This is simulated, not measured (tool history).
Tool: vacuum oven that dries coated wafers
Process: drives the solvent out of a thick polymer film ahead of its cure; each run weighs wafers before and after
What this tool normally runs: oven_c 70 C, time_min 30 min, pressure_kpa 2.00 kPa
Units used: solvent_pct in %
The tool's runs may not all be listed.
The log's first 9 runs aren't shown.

run 10 hour=369.3 | oven_c=70 time_min=26 pressure_kpa=2.00 | solvent_pct=7.11
run 11 hour=408.2 | oven_c=70 time_min=26 pressure_kpa=2.00 | solvent_pct=7.33
run 12 hour=446.2 | oven_c=70 time_min=26 pressure_kpa=2.00 | solvent_pct=7.19
run 13 hour=487.6 | oven_c=70 time_min=26 pressure_kpa=2.00 | solvent_pct=7.24
run 14 hour=525.4 | oven_c=70 time_min=26 pressure_kpa=2.00 | solvent_pct=7.34
run 15 hour=584.2 | oven_c=70 time_min=26 pressure_kpa=2.00 | solvent_pct=7.36
run 16 hour=632.6 | oven_c=70 time_min=26 pressure_kpa=2.00 | solvent_pct=7.27
run 17 hour=677.5 | oven_c=70 time_min=26 pressure_kpa=2.00 | solvent_pct=7.47
run 18 hour=719.8 | oven_c=70 time_min=26 pressure_kpa=2.00 | solvent_pct=7.46
run 19 hour=750.2 | oven_c=78 time_min=26 pressure_kpa=2.00 | solvent_pct=3.34
-- hour=768.4 oven's thermocouples calibrated
run 20 hour=806.6 | oven_c=78 time_min=26 pressure_kpa=2.00 | solvent_pct=2.77
run 21 hour=861.9 | oven_c=73 time_min=26 pressure_kpa=2.00 | solvent_pct=4.94
run 22 hour=908.0 | oven_c=64 time_min=24 pressure_kpa=2.80 | solvent_pct=10.87
run 23 hour=946.2 | oven_c=79 time_min=20 pressure_kpa=5.33 | solvent_pct=5.13
run 24 hour=1001.4 | oven_c=79 time_min=20 pressure_kpa=5.33 | solvent_pct=5.29
run 25 hour=1049.6 | oven_c=61 time_min=29 pressure_kpa=5.33 | solvent_pct=13.33
run 26 hour=1096.3 | oven_c=81 time_min=30 pressure_kpa=2.92 | solvent_pct=2.14
run 27 hour=1125.9 | oven_c=81 time_min=30 pressure_kpa=2.92 | solvent_pct=2.19
run 28 hour=1163.9 | oven_c=64 time_min=44 pressure_kpa=2.92 | solvent_pct=7.62
run 29 hour=1190.8 | oven_c=64 time_min=44 pressure_kpa=2.92 | solvent_pct=7.47
run 30 hour=1243.7 | oven_c=64 time_min=44 pressure_kpa=2.92 | solvent_pct=7.43
run 31 hour=1270.9 | oven_c=70 time_min=44 pressure_kpa=1.41 | solvent_pct=3.37

Run 32 has not been measured yet. What should we expect?
run 32 hour=1320.3 | oven_c=84 time_min=34 pressure_kpa=2.42 | solvent_pct=?

{"run 32": {"solvent_pct": 1.33}}
On a tool with no hidden condition, and with the same random variation, this run would have come out at solvent_pct 1.12 %.
